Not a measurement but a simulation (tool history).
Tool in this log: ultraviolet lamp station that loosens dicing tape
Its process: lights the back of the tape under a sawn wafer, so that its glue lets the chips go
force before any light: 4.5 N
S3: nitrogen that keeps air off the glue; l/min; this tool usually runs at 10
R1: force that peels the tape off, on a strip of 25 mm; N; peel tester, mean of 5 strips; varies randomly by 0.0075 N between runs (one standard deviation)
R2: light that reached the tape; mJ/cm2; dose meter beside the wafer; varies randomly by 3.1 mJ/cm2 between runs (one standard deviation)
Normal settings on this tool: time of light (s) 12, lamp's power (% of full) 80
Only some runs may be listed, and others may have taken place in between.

Run 1, hour 0.0: usual settings. Result: R1 0.318 N, R2 421 mJ/cm2.
Run 2, hour 17.1: usual settings. Result: R1 0.323 N, R2 424 mJ/cm2.
Run 3, hour 24.0: usual settings. Result: R1 0.330 N, R2 427 mJ/cm2.
Run 4, hour 37.9: usual settings but S3 5 l/min. Result: R1 0.486 N, R2 423 mJ/cm2.
Run 5, hour 49.8: usual settings but S3 4 l/min. Result: R1 0.557 N, R2 421 mJ/cm2.
Run 6, hour 63.5: usual settings but S3 4 l/min. Result: R1 0.551 N, R2 419 mJ/cm2.
Run 7, hour 79.2: usual settings but S3 4 l/min. Result: R1 0.564 N, R2 417 mJ/cm2.
Run 8, hour 95.6: usual settings but S3 4 l/min. Result: R1 0.568 N, R2 414 mJ/cm2.
Run 9, hour 103.5: usual settings but S3 5 l/min. Result: R1 0.512 N, R2 417 mJ/cm2.
Run 10, hour 119.5: usual settings but S3 5 l/min. Result: R1 0.506 N, R2 413 mJ/cm2.
Run 11, hour 129.6: usual settings but S3 5 l/min. Result: R1 0.501 N, R2 411 mJ/cm2.
Run 12, hour 144.6: usual settings. Result: R1 0.356 N, R2 406 mJ/cm2.
At hour 145.8: window cleaned of glue's vapour.
Run 13, hour 153.7: usual settings. Result: R1 0.363 N, R2 400 mJ/cm2.
Run 14, hour 167.7: usual settings but time of light (s) 7, lamp's power (% of full) 63, S3 5 l/min. Result: R1 1.577 N, R2 183 mJ/cm2.
Run 15, hour 181.2: usual settings but lamp's power (% of full) 66, S3 6 l/min. Result: R1 0.670 N, R2 329 mJ/cm2.
Run 16, hour 194.2: usual settings but lamp's power (% of full) 89, S3 5 l/min. Result: R1 0.445 N, R2 438 mJ/cm2.
Run 17, hour 203.0: usual settings but time of light (s) 7, lamp's power (% of full) 89, S3 17 l/min. Result: R1 0.661 N, R2 255 mJ/cm2.
Run 18, hour 215.6: usual settings but lamp's power (% of full) 90, S3 9 l/min. Result: R1 0.310 N, R2 447 mJ/cm2.
At hour 220.8: window cleaned of glue's vapour, once more.
Run 19, hour 227.1: usual settings but lamp's power (% of full) 90, S3 9 l/min. Result: R1 0.260 N, R2 493 mJ/cm2.
Run 20, hour 235.0: usual settings but time of light (s) 21, lamp's power (% of full) 60, S3 8 l/min. Result: R1 0.212 N, R2 571 mJ/cm2.
Run 21, hour 243.7: usual settings but time of light (s) 21, lamp's power (% of full) 60, S3 8 l/min. Result: R1 0.212 N, R2 570 mJ/cm2.
Run 22, hour 254.1: usual settings but time of light (s) 7, lamp's power (% of full) 79, S3 15 l/min. Result: R1 0.695 N, R2 252 mJ/cm2.
Run 23, hour 264.1: usual settings but time of light (s) 7, lamp's power (% of full) 79, S3 15 l/min. Result: R1 0.696 N, R2 248 mJ/cm2.
Run 24, hour 274.6: usual settings but time of light (s) 19, lamp's power (% of full) 79, S3 18 l/min. Result: R1 0.150 N, R2 679 mJ/cm2.
Run 25, hour 287.3: usual settings but time of light (s) 22, lamp's power (% of full) 79, S3 7 l/min. Result: R1 0.149 N, R2 780 mJ/cm2.
Run 26, hour 303.0: usual settings but time of light (s) 22, lamp's power (% of full) 64, S3 7 l/min. Result: R1 0.211 N, R2 629 mJ/cm2.

3 options for the next run, each taken on its own from the tool as it stands now. Forecast them:
Run A, hour 315.5: usual settings but time of light (s) 9, lamp's power (% of full) 64, S3 12 l/min. Result: R1 ?, R2 ?.
Run B, hour 315.5: usual settings but time of light (s) 24, lamp's power (% of full) 64, S3 18 l/min. Result: R1 ?, R2 ?.
Run C, hour 315.5: usual settings but time of light (s) 11, lamp's power (% of full) 87, S3 16 l/min. Result: R1 ?, R2 ?.

run     R1   R2
  A  0.717  255
  B  0.140  680
  C  0.258  422
With the hidden condition removed and each run's random variation left untouched, the same runs would have given:
run     R1   R2
  A  0.628  276
  B  0.135  737
  C  0.225  457

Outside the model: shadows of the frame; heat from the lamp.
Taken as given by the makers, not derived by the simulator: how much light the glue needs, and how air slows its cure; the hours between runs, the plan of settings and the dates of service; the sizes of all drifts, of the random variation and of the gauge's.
